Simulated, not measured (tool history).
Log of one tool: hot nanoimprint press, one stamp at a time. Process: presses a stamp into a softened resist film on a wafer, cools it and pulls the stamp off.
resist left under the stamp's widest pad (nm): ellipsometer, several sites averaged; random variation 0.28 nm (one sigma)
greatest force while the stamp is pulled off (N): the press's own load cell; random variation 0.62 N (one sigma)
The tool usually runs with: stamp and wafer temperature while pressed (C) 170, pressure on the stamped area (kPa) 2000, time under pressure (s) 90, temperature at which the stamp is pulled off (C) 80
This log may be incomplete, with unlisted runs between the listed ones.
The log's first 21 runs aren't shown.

| run | hour | stamp and wafer temperature while pressed (C) | pressure on the stamped area (kPa) | time under pressure (s) | temperature at which the stamp is pulled off (C) | resist left under the stamp's widest pad (nm) | greatest force while the stamp is pulled off (N) |
|---|---|---|---|---|---|---|---|
| 22 | 335.1 | 170 | 2150 | 90 | 80 | 162.5 | 112 |
| 23 | 355.2 | 170 | 2150 | 90 | 80 | 162.4 | 113.4 |
| 24 | 367.4 | 170 | 2150 | 90 | 80 | 161.7 | 113.6 |
|  | 374.3 | plate thermocouple calibrated |
| 25 | 385.2 | 170 | 2150 | 90 | 80 | 171.1 | 115.5 |
| 26 | 399.1 | 170 | 2000 | 59 | 70 | 199.1 | 124.9 |
| 27 | 409.4 | 170 | 2000 | 82 | 80 | 181.8 | 116.4 |
| 28 | 423.8 | 178 | 2000 | 82 | 80 | 130.3 | 117.6 |
| 29 | 437.7 | 178 | 2000 | 82 | 80 | 130.2 | 118.6 |
| 30 | 449.3 | 178 | 2000 | 82 | 80 | 129.8 | 116.7 |
| 31 | 459.9 | 159 | 1660 | 177 | 70 | 233.8 | 128 |

Alternative continuations, all from the tool just after run 31; predict every row:
| A | 482 | 178 | 2000 | 62 | 80 | ? | ? |
| B | 482 | 170 | 2000 | 52 | 79 | ? | ? |
| C | 482 | 166 | 1660 | 177 | 70 | ? | ? |

| run | resist left under the stamp's widest pad (nm) | greatest force while the stamp is pulled off (N) |
|---|---|---|
| A | 144.2 | 119.8 |
| B | 205.1 | 120 |
| C | 179.8 | 129.5 |
Take away the tool's hidden state, keep each run's random variation, and the runs would have read:
| run | resist left under the stamp's widest pad (nm) | greatest force while the stamp is pulled off (N) |
|---|---|---|
| A | 143.6 | 107.6 |
| B | 204.6 | 107.7 |
| C | 179.6 | 116.3 |

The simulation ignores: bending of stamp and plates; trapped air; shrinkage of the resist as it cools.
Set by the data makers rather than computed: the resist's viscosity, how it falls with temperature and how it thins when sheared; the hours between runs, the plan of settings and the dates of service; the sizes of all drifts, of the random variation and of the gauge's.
